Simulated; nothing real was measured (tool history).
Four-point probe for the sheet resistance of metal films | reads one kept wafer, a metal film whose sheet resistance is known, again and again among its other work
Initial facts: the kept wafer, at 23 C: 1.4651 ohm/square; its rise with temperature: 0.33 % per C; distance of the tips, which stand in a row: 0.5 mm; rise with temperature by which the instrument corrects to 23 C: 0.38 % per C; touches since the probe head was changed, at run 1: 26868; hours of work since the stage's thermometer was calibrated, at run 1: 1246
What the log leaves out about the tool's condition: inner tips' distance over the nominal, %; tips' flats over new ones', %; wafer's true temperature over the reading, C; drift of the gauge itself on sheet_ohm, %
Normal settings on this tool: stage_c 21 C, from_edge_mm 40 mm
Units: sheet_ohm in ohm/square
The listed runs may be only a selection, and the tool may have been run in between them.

run   hour  stage_c  from_edge_mm  touches since the probe head was changed  hours of work since the stage's thermometer was calibrated  sheet_ohm
  1      0       21            40                                     26868                                                        1246   1.472355
  2   28.1       21             7                                     27583                                                        1266   1.475944
  3   55.3       21             7                                     28276                                                        1285   1.476866
  4   76.9       21             7                                     28826                                                        1301   1.476768
      86.8  -- stage's thermometer calibrated
  5   90.8       21             7                                     29168                                                           3   1.477248
  6    111       21            40                                     29684                                                          17   1.472938
  7  136.4       21            40                                     30331                                                          36   1.472695
  8  154.7       21            19                                     30798                                                          49   1.473316
  9  174.2       21            40                                     31295                                                          63   1.473186
 10  199.3       21            40                                     31932                                                          81   1.472856
     224.9  -- stage's thermometer calibrated, once more
 11  227.5       21            44                                     32639                                                           2   1.472416
 12  251.2       31            40                                     33243                                                          19   1.464436
 13  269.3       31            40                                     33704                                                          32   1.464464
 14  297.3       21            40                                     34417                                                          52   1.473012
 15  322.4       22            15                                     35056                                                          70     1.4729
 16  348.4       18            15                                     35718                                                          89   1.476029
 17  371.8       18            15                                     36316                                                         106   1.476306
 18  389.8       18            19                                     36775                                                         119   1.475936
 19  413.5       21             7                                     37378                                                         136   1.476285
 20  427.7       28             5                                     37741                                                         146    1.47495

Run 21 is up next; what results do you expect?
 21  442.5       28             5                                     38116                                                         157          ?

Run 21 came out at sheet_ohm 1.475365 ohm/square.
Minus the tool's unlogged condition, the same run would have read sheet_ohm 1.469171 ohm/square.

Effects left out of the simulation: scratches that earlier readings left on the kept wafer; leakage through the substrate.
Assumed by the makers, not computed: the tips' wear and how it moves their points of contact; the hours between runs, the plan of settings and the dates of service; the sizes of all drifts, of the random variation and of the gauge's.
